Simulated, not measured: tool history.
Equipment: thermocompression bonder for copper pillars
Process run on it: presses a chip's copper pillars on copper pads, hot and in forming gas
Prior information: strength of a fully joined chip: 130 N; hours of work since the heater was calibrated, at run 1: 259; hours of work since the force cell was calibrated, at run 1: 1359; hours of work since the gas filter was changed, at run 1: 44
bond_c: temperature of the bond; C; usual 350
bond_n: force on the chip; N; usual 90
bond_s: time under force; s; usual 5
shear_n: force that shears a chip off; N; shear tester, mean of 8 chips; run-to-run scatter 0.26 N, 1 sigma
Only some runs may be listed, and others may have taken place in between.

run    hour  bond_c  bond_n  bond_s  hours of work since the heater was calibrated  hours of work since the force cell was calibrated  hours of work since the gas filter was changed  shear_n
  1       0     350      90       5                                            259                                               1359                                              44     51.6
  2    34.3     350     107       5                                            278                                               1378                                              64     58.2
  3    67.9     350     107       3                                            298                                               1398                                              84     47.8
  4   109.2     350     107       3                                            322                                               1422                                             108     47.3
  5   136.3     350     107       3                                            338                                               1437                                             123     47.5
      171.6  -- forming gas filter changed
  6   179.8     339      90       5                                            362                                               1462                                               5     47.9
  7   231.2     339      90       5                                            392                                               1492                                              34     46.9
  8   260.6     339      90       5                                            409                                               1509                                              51     46.9
  9   310.1     339      90       5                                            438                                               1538                                              80     47.4
 10   364.1     339      90       5                                            469                                               1569                                             111     46.8
 11   407.5     339      90       5                                            494                                               1594                                             137     46.6
      421.5  -- forming gas filter changed
      444.2  -- force cell calibrated
 12   464.3     339      90       5                                            526                                                 12                                              24     45.9
 13   514.5     339      90       5                                            555                                                 41                                              53     45.3
 14     559     339      88       5                                            581                                                 66                                              79     44.4
 15   608.4     339      88       5                                            609                                                 95                                             107     43.6
 16   637.8     339      88       5                                            626                                                112                                             124     43.6
      670.8  -- forming gas filter changed
 17   672.7     350     123       5                                            646                                                132                                               1       65
 18   700.9     350     123       5                                            663                                                148                                              17     63.7
 19   761.4     350     123       5                                            698                                                183                                              52     63.6
 20   808.7     342      81      13                                            725                                                211                                              80     62.5
 21   837.6     357      90       8                                            742                                                227                                              97     64.1
 22   889.4     368      90      12                                            772                                                257                                             127     77.2
      920.4  -- forming gas filter changed
 23   942.3     368      90      12                                            802                                                288                                              13     81.5
 24  1002.3     368      90      12                                            837                                                323                                              47     80.3
 25  1040.4     350      70      13                                            859                                                345                                              69     61.6

Alternative continuations, all from the tool just after run 25; predict every row:
  A  1088.5     345      81       3                                            887                                                372                                              97        ?
  B  1088.5     326      57       3                                            887                                                372                                              97        ?
  C  1088.5     373      88       5                                            887                                                372                                              97        ?
  D  1088.5     344      58      13                                            887                                                372                                              97        ?

run  shear_n
  A     37.8
  B     22.6
  C       61
  D     51.3
Had the tool no hidden state, the same runs would have come out as:
run  shear_n
  A     34.8
  B     20.5
  C     57.6
  D     47.7
